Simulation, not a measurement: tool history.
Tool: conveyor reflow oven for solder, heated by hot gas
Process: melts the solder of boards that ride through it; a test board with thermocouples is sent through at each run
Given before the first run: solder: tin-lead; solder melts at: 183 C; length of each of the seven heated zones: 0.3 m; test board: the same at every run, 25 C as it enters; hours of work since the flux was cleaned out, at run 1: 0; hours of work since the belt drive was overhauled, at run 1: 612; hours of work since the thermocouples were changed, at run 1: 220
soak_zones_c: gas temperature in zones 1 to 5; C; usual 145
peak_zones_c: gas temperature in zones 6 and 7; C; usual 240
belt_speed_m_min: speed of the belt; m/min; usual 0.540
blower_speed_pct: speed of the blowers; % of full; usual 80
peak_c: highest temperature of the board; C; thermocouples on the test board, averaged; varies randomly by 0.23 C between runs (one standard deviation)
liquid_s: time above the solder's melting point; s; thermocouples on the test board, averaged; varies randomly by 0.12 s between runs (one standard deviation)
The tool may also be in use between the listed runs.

run,day,soak_zones_c,peak_zones_c,belt_speed_m_min,blower_speed_pct,hours of work since the flux was cleaned out,hours of work since the belt drive was overhauled,hours of work since the thermocouples were changed,peak_c,liquid_s
1,0.000,145,240,0.540,80,0,612,220,225.0,56.8
2,3.783,131,240,0.540,80,69,681,289,221.9,51.3
3,7.696,145,240,0.540,80,140,752,361,224.4,56.6
4,10.417,145,240,0.540,80,190,802,410,224.3,56.5
5,12.175,145,240,0.540,80,222,834,442,224.1,56.5
6,15.217,145,240,0.540,80,278,889,498,224.0,56.2
7,18.329,145,240,0.540,80,334,946,555,223.5,56.3
8,20.125,150,240,0.540,80,367,979,587,224.7,58.3
9,21.825,145,240,0.540,83,398,1010,618,224.2,56.1
# day 24.188: flux residue cleaned out of gas plates and filters
10,25.467,145,240,0.540,80,23,1073,681,226.1,58.1
# day 25.883: belt drive overhauled, speed set with a stopwatch
11,29.183,145,240,0.540,80,88,60,746,226.0,57.9
12,32.071,149,232,0.580,77,141,113,798,217.0,50.5
# day 35.058: thermocouples of zones 6 and 7 changed
13,35.829,145,251,0.542,80,208,180,14,233.1,61.2
# day 39.504: belt drive overhauled, speed set with a stopwatch, once more
14,39.704,145,240,0.436,80,275,4,82,229.1,72.8
15,41.933,145,253,0.436,80,316,44,122,240.9,78.2
16,45.296,145,253,0.436,80,377,106,184,240.4,78.2
17,47.192,145,240,0.540,74,412,140,218,221.2,54.0
# day 48.779: flux residue cleaned out of gas plates and filters
18,49.521,145,240,0.550,51,14,179,257,218.5,51.1
19,51.329,145,240,0.519,80,46,212,290,226.1,59.7
20,54.229,134,240,0.540,80,99,265,343,223.0,52.2

Forecast each of these 4 alternatives for the next run:
A,58.092,134,240,0.540,84,170,335,413,?,?
B,58.092,145,250,0.540,80,170,335,413,?,?
C,58.092,145,240,0.540,61,170,335,413,?,?
D,58.092,156,240,0.454,53,170,335,413,?,?

run,peak_c,liquid_s
A,223.2,52.4
B,233.0,60.8
C,220.6,54.3
D,226.6,73.3
Take away the tool's hidden state, keep each run's random variation, and the runs would have read:
run,peak_c,liquid_s
A,223.4,52.5
B,233.2,60.6
C,220.7,54.3
D,226.3,72.9
